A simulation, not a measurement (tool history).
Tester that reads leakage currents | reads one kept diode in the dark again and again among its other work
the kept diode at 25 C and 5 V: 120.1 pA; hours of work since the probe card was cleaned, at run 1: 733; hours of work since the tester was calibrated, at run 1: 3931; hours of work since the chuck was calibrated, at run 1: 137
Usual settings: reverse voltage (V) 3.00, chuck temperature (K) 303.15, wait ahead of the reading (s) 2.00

run,hour,reverse voltage (V),chuck temperature (K),wait ahead of the reading (s),hours of work since the probe card was cleaned,hours of work since the tester was calibrated,hours of work since the chuck was calibrated,current that the tester gives (pA)
1,0.0,3.00,303.15,2.00,733,3931,137,149.98
2,130.0,3.00,303.15,2.00,832,4029,236,151.35
3,314.7,3.00,303.15,2.00,972,4170,376,153.61
4,477.9,3.00,303.15,4.03,1096,4294,500,155.12
5,634.0,3.00,303.15,2.00,1215,4412,618,156.99
6,823.7,3.00,303.15,2.00,1359,4556,763,159.38
7,931.6,3.00,303.15,2.00,1441,4638,845,160.13
8,1024.0,3.00,303.15,2.00,1511,4709,915,161.55
9,1218.4,3.00,303.15,2.00,1659,4856,1062,163.49
# hour 1294.1: chuck's temperature calibrated
10,1330.7,3.00,303.15,0.37,1742,4940,28,153.02
11,1428.1,3.00,303.15,2.00,1816,5014,102,152.47
12,1517.0,3.00,303.15,2.00,1884,5082,169,152.21
13,1598.3,3.00,303.15,2.00,1946,5143,231,153.73
14,1757.4,3.00,303.15,2.00,2067,5264,352,156.23
15,1954.1,3.00,309.15,2.00,2216,5414,501,236.76
# hour 1969.6: probe card cleaned and baked
16,2046.8,3.00,309.15,2.00,59,5482,570,230.71
17,2181.5,3.00,309.15,2.00,161,5584,672,231.68
18,2346.8,11.50,310.15,0.38,287,5710,797,415.57
# hour 2367.4: tester calibrated
19,2548.0,4.02,299.15,0.39,438,137,949,134.72
20,2714.4,4.02,299.15,0.39,564,264,1075,136.17
# hour 2768.7: chuck's temperature calibrated
21,2802.9,4.02,299.15,0.39,630,329,26,127.28
22,2965.2,4.02,299.15,0.72,753,453,149,127.11
23,3118.7,3.00,329.15,7.75,870,569,266,841.86
24,3280.0,3.00,303.15,1.77,992,692,388,153.90
25,3379.8,4.44,304.15,3.34,1068,768,464,192.43
26,3538.0,4.44,304.15,3.34,1188,888,584,194.15
27,3656.9,5.33,305.15,2.88,1279,978,675,225.62
28,3758.6,5.33,302.15,0.68,1356,1055,752,187.67
29,3853.0,3.00,311.15,2.00,1428,1127,824,277.02
30,4023.3,3.72,325.15,7.89,1557,1256,953,738.63
31,4160.6,6.26,303.15,2.00,1661,1361,1057,217.61

Forecast run 32:
# hour 4237.9: chuck's temperature calibrated
32,4327.4,5.57,326.15,5.52,1787,1486,68,?

current that the tester gives (pA): 863.14
Without the tool's hidden state the same run would have given current that the tester gives (pA) 852.76.
